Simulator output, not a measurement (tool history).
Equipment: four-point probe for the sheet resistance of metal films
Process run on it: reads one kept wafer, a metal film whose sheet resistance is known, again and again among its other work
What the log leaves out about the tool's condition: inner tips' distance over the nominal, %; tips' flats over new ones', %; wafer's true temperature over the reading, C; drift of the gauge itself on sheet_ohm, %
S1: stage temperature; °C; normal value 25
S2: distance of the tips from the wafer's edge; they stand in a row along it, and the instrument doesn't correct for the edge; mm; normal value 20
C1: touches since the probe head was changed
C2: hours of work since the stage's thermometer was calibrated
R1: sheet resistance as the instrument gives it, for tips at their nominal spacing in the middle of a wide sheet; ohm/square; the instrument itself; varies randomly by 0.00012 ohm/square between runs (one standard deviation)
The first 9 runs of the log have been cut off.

Run 10, hour 435.1: usual settings but S1 21 °C; C1 143236; C2 909. Result: R1 0.570169 ohm/square.
Run 11, hour 495.8: usual settings but S1 21 °C; C1 146112; C2 942. Result: R1 0.570022 ohm/square.
Run 12, hour 526.4: usual settings but S1 21 °C; C1 147558; C2 958. Result: R1 0.570103 ohm/square.
Run 13, hour 581.3: usual settings but S1 21 °C; C1 150161; C2 988. Result: R1 0.570017 ohm/square.
Run 14, hour 620.4: usual settings but S2 10 mm; C1 152014; C2 1009. Result: R1 0.570343 ohm/square.
Run 15, hour 687.7: usual settings but S2 10 mm; C1 155200; C2 1045. Result: R1 0.570261 ohm/square.
Run 16, hour 742.9: usual settings but S2 10 mm; C1 157814; C2 1075. Result: R1 0.570079 ohm/square.
Run 17, hour 801.2: usual settings but S1 24 °C; C1 160577; C2 1106. Result: R1 0.568911 ohm/square.
Run 18, hour 860.4: usual settings but S1 24 °C; C1 163382; C2 1138. Result: R1 0.568917 ohm/square.
Run 19, hour 900.2: usual settings; C1 165268; C2 1159. Result: R1 0.568915 ohm/square.
Run 20, hour 954.2: usual settings; C1 167827; C2 1189. Result: R1 0.56902 ohm/square.
Run 21, hour 990.4: usual settings; C1 169540; C2 1208. Result: R1 0.568874 ohm/square.
Run 22, hour 1035.4: usual settings; C1 171673; C2 1232. Result: R1 0.568738 ohm/square.
Run 23, hour 1072.4: usual settings; C1 173426; C2 1252. Result: R1 0.568534 ohm/square.
Run 24, hour 1139.8: usual settings but S1 33 °C, S2 37 mm; C1 176620; C2 1288. Result: R1 0.567022 ohm/square.

What does the tool deliver on the next run?
Run 25, hour 1194.3: usual settings but S1 18 °C, S2 23 mm; C1 179198; C2 1318. Result: R1 ?.

Run 25 gave R1 0.569045 ohm/square.
Were there no unlogged condition in the tool, this run, its random variation unchanged, would have produced R1 0.577633 ohm/square.

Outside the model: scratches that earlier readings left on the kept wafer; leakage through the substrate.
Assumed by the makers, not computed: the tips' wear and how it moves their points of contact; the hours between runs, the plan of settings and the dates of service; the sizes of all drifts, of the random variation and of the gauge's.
